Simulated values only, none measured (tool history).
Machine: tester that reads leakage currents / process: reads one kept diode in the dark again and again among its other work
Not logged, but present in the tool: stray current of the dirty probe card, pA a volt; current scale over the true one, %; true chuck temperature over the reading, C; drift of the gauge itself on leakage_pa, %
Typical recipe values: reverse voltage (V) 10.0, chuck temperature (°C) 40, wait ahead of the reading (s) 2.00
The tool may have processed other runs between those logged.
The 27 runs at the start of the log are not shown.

run	hour	reverse voltage (V)	chuck temperature (°C)	wait ahead of the reading (s)	hours of work since the probe card was cleaned	hours of work since the tester was calibrated	hours of work since the chuck was calibrated	current that the tester gives (pA)
28	2711.6	18.4	27	4.99	423	2868	168	273.18
29	2845.5	10.0	39	2.00	495	2939	239	554.78
30	2921.8	10.0	39	2.00	535	2980	280	559.68
31	3034.4	19.0	53	2.00	595	3040	340	2593.55
32	3150.0	10.0	38	2.00	657	3102	402	518.66
33	3282.1	10.0	38	2.00	728	3172	472	523.73
34	3424.3	5.8	21	2.00	803	3248	548	84.84
# hour 3463.8: chuck's temperature calibrated
35	3563.6	5.8	21	2.00	877	3321	53	80.80
36	3665.0	2.3	36	1.16	931	3375	107	178.08
37	3753.6	1.3	40	1.26	978	3423	155	179.96
38	3823.0	1.3	40	1.26	1015	3460	192	179.40
39	3961.9	10.0	41	2.00	1089	3534	266	663.15

Branching from run 39: 3 alternative next runs. What would each branch give?
A	4080.5	1.7	20	0.71	1153	3597	329	?
B	4080.5	1.0	55	6.53	1153	3597	329	?
C	4080.5	6.5	21	1.24	1153	3597	329	?

run	current that the tester gives (pA)
A	36.30
B	535.56
C	91.86
What these runs would have given with no unlogged condition in the tool:
run	current that the tester gives (pA)
A	33.24
B	529.43
C	80.89

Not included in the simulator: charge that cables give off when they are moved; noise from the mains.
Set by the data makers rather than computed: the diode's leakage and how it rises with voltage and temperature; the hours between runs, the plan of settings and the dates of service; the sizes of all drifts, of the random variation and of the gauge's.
